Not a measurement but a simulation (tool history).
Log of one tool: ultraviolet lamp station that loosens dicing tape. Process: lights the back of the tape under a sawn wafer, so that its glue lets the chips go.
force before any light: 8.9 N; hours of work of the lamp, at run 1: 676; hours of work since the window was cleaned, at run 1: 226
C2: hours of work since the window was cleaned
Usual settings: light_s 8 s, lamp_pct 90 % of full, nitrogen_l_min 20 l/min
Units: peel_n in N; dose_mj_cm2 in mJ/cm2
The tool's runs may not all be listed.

{"run": 1, "hour": 0.0, "light_s": 8, "lamp_pct": 90, "nitrogen_l_min": 20, "hours of work of the lamp": 676, "C2": 226, "peel_n": 0.467, "dose_mj_cm2": 319}
{"run": 2, "hour": 19.9, "light_s": 13, "lamp_pct": 90, "nitrogen_l_min": 20, "hours of work of the lamp": 689, "C2": 239, "peel_n": 0.239, "dose_mj_cm2": 527}
{"run": 3, "hour": 55.3, "light_s": 13, "lamp_pct": 90, "nitrogen_l_min": 20, "hours of work of the lamp": 712, "C2": 262, "peel_n": 0.233, "dose_mj_cm2": 526}
{"run": 4, "hour": 86.8, "light_s": 10, "lamp_pct": 90, "nitrogen_l_min": 20, "hours of work of the lamp": 733, "C2": 283, "peel_n": 0.334, "dose_mj_cm2": 406}
{"run": 5, "hour": 105.1, "light_s": 10, "lamp_pct": 90, "nitrogen_l_min": 20, "hours of work of the lamp": 745, "C2": 295, "peel_n": 0.318, "dose_mj_cm2": 398}
{"run": 6, "hour": 125.8, "light_s": 10, "lamp_pct": 90, "nitrogen_l_min": 20, "hours of work of the lamp": 758, "C2": 309, "peel_n": 0.313, "dose_mj_cm2": 400}
{"run": 7, "hour": 152.1, "light_s": 10, "lamp_pct": 90, "nitrogen_l_min": 20, "hours of work of the lamp": 776, "C2": 326, "peel_n": 0.313, "dose_mj_cm2": 402}
{"run": 8, "hour": 181.7, "light_s": 10, "lamp_pct": 90, "nitrogen_l_min": 20, "hours of work of the lamp": 795, "C2": 346, "peel_n": 0.316, "dose_mj_cm2": 403}
{"run": 9, "hour": 211.5, "light_s": 10, "lamp_pct": 90, "nitrogen_l_min": 20, "hours of work of the lamp": 815, "C2": 365, "peel_n": 0.321, "dose_mj_cm2": 405}
{"run": 10, "hour": 233.9, "light_s": 10, "lamp_pct": 90, "nitrogen_l_min": 20, "hours of work of the lamp": 829, "C2": 380, "peel_n": 0.332, "dose_mj_cm2": 403}
{"run": 11, "hour": 264.9, "light_s": 10, "lamp_pct": 90, "nitrogen_l_min": 20, "hours of work of the lamp": 850, "C2": 400, "peel_n": 0.315, "dose_mj_cm2": 401}
{"run": 12, "hour": 286.4, "light_s": 8, "lamp_pct": 90, "nitrogen_l_min": 24, "hours of work of the lamp": 864, "C2": 414, "peel_n": 0.432, "dose_mj_cm2": 320}
{"run": 13, "hour": 310.3, "light_s": 8, "lamp_pct": 90, "nitrogen_l_min": 24, "hours of work of the lamp": 880, "C2": 430, "peel_n": 0.438, "dose_mj_cm2": 317}
{"run": 14, "hour": 331.5, "light_s": 8, "lamp_pct": 90, "nitrogen_l_min": 24, "hours of work of the lamp": 894, "C2": 444, "peel_n": 0.448, "dose_mj_cm2": 321}
{"run": 15, "hour": 357.4, "light_s": 8, "lamp_pct": 82, "nitrogen_l_min": 24, "hours of work of the lamp": 911, "C2": 461, "peel_n": 0.532, "dose_mj_cm2": 295}
{"run": 16, "hour": 384.0, "light_s": 6, "lamp_pct": 90, "nitrogen_l_min": 20, "hours of work of the lamp": 928, "C2": 479, "peel_n": 0.822, "dose_mj_cm2": 245}
{"run": 17, "hour": 402.9, "light_s": 8, "lamp_pct": 90, "nitrogen_l_min": 20, "hours of work of the lamp": 941, "C2": 491, "peel_n": 0.469, "dose_mj_cm2": 322}
{"run": 18, "hour": 430.1, "light_s": 8, "lamp_pct": 90, "nitrogen_l_min": 20, "hours of work of the lamp": 958, "C2": 509, "peel_n": 0.472, "dose_mj_cm2": 323}
{"run": 19, "hour": 452.4, "light_s": 8, "lamp_pct": 90, "nitrogen_l_min": 20, "hours of work of the lamp": 973, "C2": 524, "peel_n": 0.459, "dose_mj_cm2": 322}
{"run": 20, "hour": 489.0, "light_s": 8, "lamp_pct": 90, "nitrogen_l_min": 20, "hours of work of the lamp": 997, "C2": 548, "peel_n": 0.456, "dose_mj_cm2": 321}
{"hour": 520.4, "done": "window cleaned of glue's vapour"}
{"run": 21, "hour": 525.4, "light_s": 8, "lamp_pct": 90, "nitrogen_l_min": 20, "hours of work of the lamp": 1021, "C2": 3, "peel_n": 0.447, "dose_mj_cm2": 321}
{"run": 22, "hour": 562.0, "light_s": 8, "lamp_pct": 63, "nitrogen_l_min": 10, "hours of work of the lamp": 1045, "C2": 27, "peel_n": 1.266, "dose_mj_cm2": 225}
{"run": 23, "hour": 586.4, "light_s": 14, "lamp_pct": 73, "nitrogen_l_min": 16, "hours of work of the lamp": 1061, "C2": 43, "peel_n": 0.276, "dose_mj_cm2": 457}
{"run": 24, "hour": 621.2, "light_s": 14, "lamp_pct": 73, "nitrogen_l_min": 16, "hours of work of the lamp": 1084, "C2": 66, "peel_n": 0.275, "dose_mj_cm2": 458}
{"run": 25, "hour": 641.5, "light_s": 14, "lamp_pct": 73, "nitrogen_l_min": 16, "hours of work of the lamp": 1097, "C2": 80, "peel_n": 0.284, "dose_mj_cm2": 457}
{"run": 26, "hour": 675.1, "light_s": 15, "lamp_pct": 99, "nitrogen_l_min": 6, "hours of work of the lamp": 1119, "C2": 102, "peel_n": 0.235, "dose_mj_cm2": 665}
{"run": 27, "hour": 704.8, "light_s": 5, "lamp_pct": 90, "nitrogen_l_min": 40, "hours of work of the lamp": 1139, "C2": 121, "peel_n": 0.992, "dose_mj_cm2": 200}
{"run": 28, "hour": 729.2, "light_s": 6, "lamp_pct": 90, "nitrogen_l_min": 20, "hours of work of the lamp": 1155, "C2": 137, "peel_n": 0.848, "dose_mj_cm2": 243}
{"run": 29, "hour": 745.5, "light_s": 14, "lamp_pct": 78, "nitrogen_l_min": 20, "hours of work of the lamp": 1165, "C2": 148, "peel_n": 0.247, "dose_mj_cm2": 485}
{"run": 30, "hour": 770.2, "light_s": 14, "lamp_pct": 78, "nitrogen_l_min": 20, "hours of work of the lamp": 1182, "C2": 164, "peel_n": 0.253, "dose_mj_cm2": 486}
{"run": 31, "hour": 804.4, "light_s": 14, "lamp_pct": 96, "nitrogen_l_min": 6, "hours of work of the lamp": 1204, "C2": 187, "peel_n": 0.267, "dose_mj_cm2": 600}
{"run": 32, "hour": 825.4, "light_s": 8, "lamp_pct": 62, "nitrogen_l_min": 12, "hours of work of the lamp": 1218, "C2": 201, "peel_n": 1.206, "dose_mj_cm2": 221}
{"run": 33, "hour": 859.2, "light_s": 6, "lamp_pct": 80, "nitrogen_l_min": 20, "hours of work of the lamp": 1240, "C2": 223, "peel_n": 1.068, "dose_mj_cm2": 214}
{"run": 34, "hour": 887.8, "light_s": 6, "lamp_pct": 81, "nitrogen_l_min": 10, "hours of work of the lamp": 1259, "C2": 242, "peel_n": 1.328, "dose_mj_cm2": 219}
{"run": 35, "hour": 916.7, "light_s": 8, "lamp_pct": 90, "nitrogen_l_min": 37, "hours of work of the lamp": 1278, "C2": 261, "peel_n": 0.403, "dose_mj_cm2": 322}
{"hour": 938.4, "done": "lamp changed"}
{"run": 36, "hour": 951.3, "light_s": 5, "lamp_pct": 90, "nitrogen_l_min": 37, "hours of work of the lamp": 8, "C2": 283, "peel_n": 0.97, "dose_mj_cm2": 199}
{"run": 37, "hour": 978.7, "light_s": 5, "lamp_pct": 90, "nitrogen_l_min": 37, "hours of work of the lamp": 27, "C2": 301, "peel_n": 0.967, "dose_mj_cm2": 203}
{"run": 38, "hour": 1004.3, "light_s": 8, "lamp_pct": 91, "nitrogen_l_min": 12, "hours of work of the lamp": 43, "C2": 318, "peel_n": 0.559, "dose_mj_cm2": 330}
{"run": 39, "hour": 1035.0, "light_s": 8, "lamp_pct": 90, "nitrogen_l_min": 11, "hours of work of the lamp": 64, "C2": 338, "peel_n": 0.596, "dose_mj_cm2": 324}
{"run": 40, "hour": 1057.4, "light_s": 5, "lamp_pct": 84, "nitrogen_l_min": 11, "hours of work of the lamp": 78, "C2": 352, "peel_n": 1.682, "dose_mj_cm2": 188}
{"run": 41, "hour": 1074.4, "light_s": 5, "lamp_pct": 84, "nitrogen_l_min": 11, "hours of work of the lamp": 89, "C2": 364, "peel_n": 1.584, "dose_mj_cm2": 187}
{"run": 42, "hour": 1107.2, "light_s": 5, "lamp_pct": 89, "nitrogen_l_min": 17, "hours of work of the lamp": 111, "C2": 385, "peel_n": 1.286, "dose_mj_cm2": 198}

How the hidden state differs across the entries between the runs, from the last listed run before each to the first after it:
Between runs 20 and 21: window cleaned of glue's vapour (hour 520.4)
  light that the window lets through, % of a clean one's: 99.9 -> 100
Between runs 35 and 36: lamp changed (hour 938.4)
  lamp's light, % of a new lamp's: 99.8 -> 100

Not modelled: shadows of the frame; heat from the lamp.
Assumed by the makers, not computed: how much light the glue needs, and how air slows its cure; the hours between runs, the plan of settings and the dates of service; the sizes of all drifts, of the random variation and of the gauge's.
